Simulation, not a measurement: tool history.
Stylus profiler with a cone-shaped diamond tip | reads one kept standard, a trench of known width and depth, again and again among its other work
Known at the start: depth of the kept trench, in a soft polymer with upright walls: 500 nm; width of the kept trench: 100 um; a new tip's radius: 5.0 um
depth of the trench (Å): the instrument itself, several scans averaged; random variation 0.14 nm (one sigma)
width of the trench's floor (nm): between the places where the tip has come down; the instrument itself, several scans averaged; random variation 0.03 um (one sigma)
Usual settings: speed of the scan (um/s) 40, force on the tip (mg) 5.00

| run | hour | speed of the scan (um/s) | force on the tip (mg) | depth of the trench (Å) | width of the trench's floor (nm) |
|---|---|---|---|---|---|
| 1 | 0.0 | 40 | 5.00 | 5074.1 | 95000 |
| 2 | 32.2 | 40 | 5.00 | 5078.5 | 95090 |
| 3 | 61.3 | 40 | 5.00 | 5077.1 | 95070 |
| 4 | 84.7 | 40 | 4.92 | 5077.7 | 95070 |
| 5 | 103.0 | 40 | 4.92 | 5076.9 | 95070 |
| 6 | 145.2 | 40 | 5.00 | 5077.3 | 95040 |
| 7 | 184.0 | 40 | 5.00 | 5080.9 | 95030 |
| 8 | 214.3 | 108 | 5.00 | 5080.2 | 94780 |
| 9 | 239.7 | 108 | 5.00 | 5080.4 | 94790 |
| 10 | 281.8 | 108 | 5.00 | 5078.6 | 94720 |
| 11 | 309.7 | 108 | 5.00 | 5081.9 | 94680 |
| 12 | 337.4 | 40 | 5.00 | 5080.6 | 94980 |
| 13 | 361.8 | 40 | 5.00 | 5079.5 | 94980 |
| 14 | 386.9 | 40 | 5.00 | 5080.0 | 95010 |
| 15 | 423.0 | 40 | 7.01 | 5098.5 | 94990 |
| 16 | 459.3 | 40 | 7.01 | 5098.4 | 94970 |
| 17 | 504.0 | 40 | 5.00 | 5079.3 | 94960 |
| 18 | 522.8 | 40 | 5.00 | 5082.1 | 94880 |
| 19 | 555.5 | 40 | 5.00 | 5082.7 | 94990 |
| 20 | 597.2 | 40 | 3.84 | 5071.6 | 94960 |
| 21 | 637.1 | 148 | 5.09 | 5083.7 | 94460 |
| 22 | 655.1 | 36 | 2.51 | 5057.1 | 94870 |
| 23 | 688.5 | 36 | 2.51 | 5059.2 | 94900 |
| 24 | 716.1 | 66 | 11.75 | 5133.0 | 94860 |
| 25 | 757.9 | 21 | 2.58 | 5060.8 | 94960 |
| 26 | 788.3 | 30 | 4.18 | 5073.9 | 94920 |
| 27 | 824.2 | 15 | 9.11 | 5117.2 | 95070 |
| 28 | 842.3 | 15 | 9.11 | 5116.2 | 95000 |
| 29 | 871.0 | 12 | 3.59 | 5071.4 | 94990 |

The next listed run, before its measurement:
| 30 | 892.6 | 12 | 3.59 | ? | ? |

depth of the trench (Å): 5074.2
width of the trench's floor (nm): 94960
Without the tool's hidden state the same run would have given depth of the trench (Å) 5054.3, width of the trench's floor (nm) 95560.
